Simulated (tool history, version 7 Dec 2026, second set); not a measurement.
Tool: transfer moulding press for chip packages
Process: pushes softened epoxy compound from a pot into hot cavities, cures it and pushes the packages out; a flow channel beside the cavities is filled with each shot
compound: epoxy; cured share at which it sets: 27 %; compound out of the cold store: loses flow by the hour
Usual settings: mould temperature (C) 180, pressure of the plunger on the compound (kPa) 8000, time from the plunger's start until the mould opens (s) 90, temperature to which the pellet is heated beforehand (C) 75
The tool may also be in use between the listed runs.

run   hour  mould temperature (C)  pressure of the plunger on the compound (kPa)  time from the plunger's start until the mould opens (s)  temperature to which the pellet is heated beforehand (C)  incoming compound's hours out of the cold store  length that the compound runs in the flow channel (mm)  greatest force on the pins that push the packages out (N)
  1    0.0                    180                                           8000                                                       90                                                        75                                             17.2                                                     677                                                        621
  2   18.9                    180                                           8000                                                       90                                                        72                                             15.3                                                     669                                                        699
      38.9  -- cavities cleaned with cleaning compound and waxed
  3   47.7                    180                                           8000                                                       90                                                        72                                             39.3                                                     612                                                        451
  4   72.3                    180                                           8000                                                       90                                                        72                                             46.0                                                     581                                                        623
      89.3  -- plunger's sealing rings changed
  5  100.8                    180                                           7020                                                       90                                                        72                                             13.5                                                     657                                                        727
     119.5  -- cavities cleaned with cleaning compound and waxed
  6  122.9                    180                                           6770                                                       90                                                        75                                             27.4                                                     601                                                        424
  7  145.0                    180                                           9610                                                       90                                                        75                                             34.7                                                     697                                                        548
  8  172.9                    180                                           8000                                                       90                                                        72                                             15.2                                                     687                                                        715
     197.2  -- cavities cleaned with cleaning compound and waxed
  9  198.8                    180                                           8000                                                       90                                                        72                                             10.7                                                     694                                                        422
 10  227.4                    180                                           8000                                                       90                                                        75                                             36.8                                                     606                                                        583
 11  255.2                    180                                           8000                                                       90                                                        75                                             16.6                                                     670                                                        741
     274.5  -- plunger's sealing rings changed
     278.4  -- cavities cleaned with cleaning compound and waxed
 12  283.0                    180                                           8000                                                       90                                                        75                                             13.2                                                     707                                                        457
 13  298.2                    180                                           8000                                                       90                                                        75                                             41.5                                                     630                                                        528
     319.8  -- mould's thermocouples calibrated
 14  329.3                    180                                           8000                                                       90                                                        75                                             28.6                                                     647                                                        771
 15  346.9                    180                                           8000                                                       90                                                        75                                             31.8                                                     640                                                        797
     357.8  -- cavities cleaned with cleaning compound and waxed
 16  364.4                    176                                           6380                                                       90                                                        75                                             37.0                                                     556                                                        610
 17  393.8                    176                                           6750                                                       90                                                        75                                              8.2                                                     651                                                       1012
 18  407.5                    176                                           6750                                                       90                                                        75                                             16.2                                                     623                                                       1058
     436.0  -- cavities cleaned with cleaning compound and waxed
 19  439.8                    182                                           9350                                                      120                                                        74                                             10.7                                                     733                                                        294
     463.8  -- plunger's sealing rings changed
 20  467.8                    180                                           6170                                                       77                                                        84                                             41.6                                                     554                                                        934
 21  486.3                    182                                           8390                                                       70                                                        80                                             43.6                                                     639                                                       1161
     495.6  -- mould's thermocouples calibrated, once more
 22  508.8                    184                                           9860                                                       73                                                        69                                             19.2                                                     754                                                        916
     519.6  -- cavities cleaned with cleaning compound and waxed
 23  540.6                    185                                           9860                                                       73                                                        69                                             42.8                                                     679                                                        596
 24  564.6                    187                                           8870                                                       74                                                        69                                             43.9                                                     625                                                        641
 25  592.7                    187                                           6120                                                       94                                                        66                                             14.5                                                     581                                                        530
     597.0  -- cavities cleaned with cleaning compound and waxed
 26  612.6                    187                                           6120                                                       94                                                        74                                             33.3                                                     533                                                        355
 27  641.7                    187                                           6120                                                       94                                                        74                                             18.6                                                     572                                                        449
     650.9  -- plunger's sealing rings changed
 28  670.0                    185                                           8420                                                      111                                                        69                                             24.4                                                     680                                                        479
     676.8  -- cavities cleaned with cleaning compound and waxed
 29  691.8                    185                                           7220                                                      112                                                        69                                             13.3                                                     661                                                        339

Forecast each of these 3 alternatives for the next run:
  A  706.9                    174                                           7220                                                      102                                                        68                                             23.7                                                       ?                                                          ?
  B  706.9                    180                                           6280                                                       90                                                        75                                             20.8                                                       ?                                                          ?
  C  706.9                    180                                           7600                                                      112                                                        69                                             13.4                                                       ?                                                          ?

run  length that the compound runs in the flow channel (mm)  greatest force on the pins that push the packages out (N)
  A                                                     646                                                        626
  B                                                     593                                                        559
  C                                                     683                                                        416
Without the tool's hidden state the same runs would have given:
run  length that the compound runs in the flow channel (mm)  greatest force on the pins that push the packages out (N)
  A                                                     656                                                        380
  B                                                     602                                                        342
  C                                                     694                                                        259
